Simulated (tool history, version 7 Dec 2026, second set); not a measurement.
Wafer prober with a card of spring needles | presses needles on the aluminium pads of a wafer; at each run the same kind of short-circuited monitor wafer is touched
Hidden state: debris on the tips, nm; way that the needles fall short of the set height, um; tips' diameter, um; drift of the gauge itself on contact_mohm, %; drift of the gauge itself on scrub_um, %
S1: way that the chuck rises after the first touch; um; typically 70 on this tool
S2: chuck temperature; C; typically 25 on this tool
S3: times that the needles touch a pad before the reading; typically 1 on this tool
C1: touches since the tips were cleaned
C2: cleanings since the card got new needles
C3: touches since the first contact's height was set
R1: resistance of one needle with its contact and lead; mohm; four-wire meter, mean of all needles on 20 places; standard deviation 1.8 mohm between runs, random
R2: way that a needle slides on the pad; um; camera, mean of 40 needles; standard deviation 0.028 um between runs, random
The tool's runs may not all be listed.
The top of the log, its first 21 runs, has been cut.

run,hour,S1,S2,S3,C1,C2,C3,R1,R2
# hour 213.5: tips cleaned on abrasive film
22,220.6,88,99,1,4501,50,26285,210,24.38
# hour 222.1: tips cleaned on abrasive film
# hour 230.6: tips cleaned on abrasive film
23,233.5,79,25,2,1862,52,34294,194,21.82
# hour 239.6: tips cleaned on abrasive film
24,240.7,81,91,1,671,53,38721,207,22.34
# hour 248.4: tips cleaned on abrasive film
25,249.9,85,44,1,920,54,44476,198,23.44
# hour 256.9: tips cleaned on abrasive film
26,256.9,85,44,1,0,55,48820,195,23.41
# hour 266.4: tips cleaned on abrasive film
27,268.9,57,32,3,1538,56,56298,197,15.70
# hour 276.0: tips cleaned on abrasive film
28,278.1,84,76,1,1330,57,62031,206,23.06
# hour 284.7: tips cleaned on abrasive film
29,287.3,52,46,1,1666,58,67772,200,14.29
# hour 293.5: tips cleaned on abrasive film
30,296.1,52,46,1,1692,59,73272,203,14.25
# hour 302.7: tips cleaned on abrasive film
31,307.8,52,46,1,3225,60,80551,202,14.24
# hour 311.4: tips cleaned on abrasive film
32,317.4,70,79,1,3782,61,86558,205,19.12
# hour 320.0: tips cleaned on abrasive film
# hour 322.2: height of the first contact set anew
33,328.5,70,79,1,5173,62,3980,205,19.10

3 ways to go on from here, each from the tool as it stands after run 33. What would each give?
# hour 329.6: tips cleaned on abrasive film
# hour 338.1: tips cleaned on abrasive film
A,340.4,72,25,3,1434,64,11307,?,?
# hour 329.6: tips cleaned on abrasive film
# hour 338.1: tips cleaned on abrasive film
B,340.4,55,32,1,1434,64,11307,?,?
# hour 329.6: tips cleaned on abrasive film
# hour 338.1: tips cleaned on abrasive film
C,340.4,60,58,3,1434,64,11307,?,?

run,R1,R2
A,194,19.56
B,196,14.95
C,202,16.35
Take away the tool's hidden state, keep each run's random variation, and the runs would have read:
run,R1,R2
A,194,20.03
B,195,15.31
C,201,16.75
